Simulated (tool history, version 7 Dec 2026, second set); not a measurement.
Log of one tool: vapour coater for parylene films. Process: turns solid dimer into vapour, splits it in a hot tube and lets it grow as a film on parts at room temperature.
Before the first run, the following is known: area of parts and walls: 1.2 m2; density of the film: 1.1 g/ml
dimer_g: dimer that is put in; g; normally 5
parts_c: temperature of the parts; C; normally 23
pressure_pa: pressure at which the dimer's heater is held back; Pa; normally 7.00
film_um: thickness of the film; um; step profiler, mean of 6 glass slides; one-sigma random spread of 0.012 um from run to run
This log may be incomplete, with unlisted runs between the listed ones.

| run | day | dimer_g | parts_c | pressure_pa | film_um |
|---|---|---|---|---|---|
| 1 | 0.000 | 5 | 23 | 7.00 | 1.75 |
| 2 | 0.383 | 5 | 23 | 7.00 | 1.74 |
| 3 | 0.975 | 5 | 23 | 7.00 | 1.75 |
| 4 | 1.458 | 5 | 23 | 2.30 | 2.26 |
| 5 | 2.067 | 5 | 33 | 7.00 | 1.39 |
|  | 2.279 | trap's valve overhauled |
| 6 | 2.738 | 5 | 23 | 7.00 | 1.62 |
| 7 | 3.446 | 5 | 23 | 7.00 | 1.63 |
| 8 | 3.954 | 5 | 23 | 7.00 | 1.61 |
| 9 | 4.650 | 5 | 19 | 7.00 | 1.76 |
| 10 | 5.238 | 5 | 19 | 7.00 | 1.76 |
| 11 | 5.867 | 5 | 19 | 7.00 | 1.75 |
| 12 | 6.383 | 4 | 23 | 7.00 | 1.29 |
| 13 | 6.888 | 9 | 23 | 7.00 | 2.86 |
|  | 7.338 | trap's valve overhauled, once more |
| 14 | 7.625 | 9 | 23 | 7.00 | 3.46 |
| 15 | 8.150 | 5 | 17 | 5.89 | 2.29 |
| 16 | 8.742 | 7 | 23 | 6.17 | 2.75 |
| 17 | 9.229 | 6 | 20 | 7.00 | 2.44 |
| 18 | 10.104 | 5 | 20 | 3.33 | 2.44 |
| 19 | 10.950 | 7 | 23 | 5.10 | 2.85 |
| 20 | 11.554 | 7 | 23 | 5.10 | 2.83 |
| 21 | 12.258 | 7 | 23 | 5.10 | 2.82 |
| 22 | 13.058 | 3 | 23 | 3.01 | 1.37 |
| 23 | 13.742 | 3 | 23 | 6.85 | 1.12 |
| 24 | 14.233 | 4 | 23 | 6.85 | 1.50 |
| 25 | 15.104 | 4 | 23 | 6.85 | 1.48 |
| 26 | 15.488 | 4 | 23 | 6.85 | 1.52 |
| 27 | 16.217 | 4 | 23 | 6.85 | 1.50 |
| 28 | 16.850 | 8 | 18 | 5.06 | 3.58 |

Below are 5 alternative next runs, each starting from the tool's condition after run 28. Predict each:
| A | 17.700 | 5 | 34 | 7.42 | ? |
| B | 17.700 | 2 | 19 | 2.13 | ? |
| C | 17.700 | 2 | 29 | 7.03 | ? |
| D | 17.700 | 5 | 17 | 7.92 | ? |
| E | 17.700 | 8 | 18 | 6.03 | ? |

| run | film_um |
|---|---|
| A | 1.41 |
| B | 1.06 |
| C | 0.65 |
| D | 2.04 |
| E | 3.41 |
With no hidden state in the tool, these same runs would have given:
| run | film_um |
|---|---|
| A | 1.48 |
| B | 1.11 |
| C | 0.68 |
| D | 2.14 |
| E | 3.57 |
